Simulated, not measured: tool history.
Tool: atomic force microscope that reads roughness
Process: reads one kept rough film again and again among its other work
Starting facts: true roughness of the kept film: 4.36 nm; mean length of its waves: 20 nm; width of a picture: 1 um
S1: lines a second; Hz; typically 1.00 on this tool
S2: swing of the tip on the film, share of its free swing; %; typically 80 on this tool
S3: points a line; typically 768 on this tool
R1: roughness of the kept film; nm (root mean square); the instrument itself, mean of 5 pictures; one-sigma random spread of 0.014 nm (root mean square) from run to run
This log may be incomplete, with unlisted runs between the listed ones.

run,hour,S1,S2,S3,R1
1,0.0,1.00,80,768,2.837
2,8.0,1.00,80,768,2.794
3,21.8,1.00,80,768,2.718
4,32.9,1.00,58,768,2.843
5,42.8,1.00,80,768,2.592
# hour 49.8: new tip fitted
6,52.8,1.00,73,768,3.279
7,64.9,1.00,80,768,3.114
8,76.7,1.00,80,273,2.906
9,91.7,1.00,60,768,3.098
10,101.3,1.00,60,768,3.020
11,117.1,0.55,60,768,2.972
12,125.5,0.55,60,768,2.894
13,140.0,0.55,60,768,2.820
# hour 148.0: new tip fitted
14,150.9,1.00,80,286,3.125
# hour 153.1: height scale calibrated on a step standard
15,167.6,1.00,80,286,3.005
16,179.3,1.00,80,286,2.916
17,186.7,0.53,68,412,3.113
18,198.7,0.60,87,316,2.870
19,207.3,0.60,87,316,2.798
# hour 214.6: height scale calibrated on a step standard, once more
20,223.3,0.55,67,662,2.937
21,236.1,2.80,80,386,2.278
# hour 248.2: new tip fitted
22,248.7,2.80,80,386,2.773
23,259.5,2.80,80,386,2.730
24,271.8,2.80,80,386,2.644
25,285.1,2.94,80,339,2.527
26,298.0,2.94,80,339,2.449
27,313.4,2.94,80,339,2.377

Below are 3 alternative next runs, each starting from the tool's condition after run 27. Predict each:
A,327.6,1.67,80,886,?
B,327.6,1.97,80,478,?
C,327.6,2.94,70,603,?

run,R1
A,2.596
B,2.535
C,2.565
Take away the tool's hidden state, keep each run's random variation, and the runs would have read:
run,R1
A,3.101
B,3.029
C,3.064
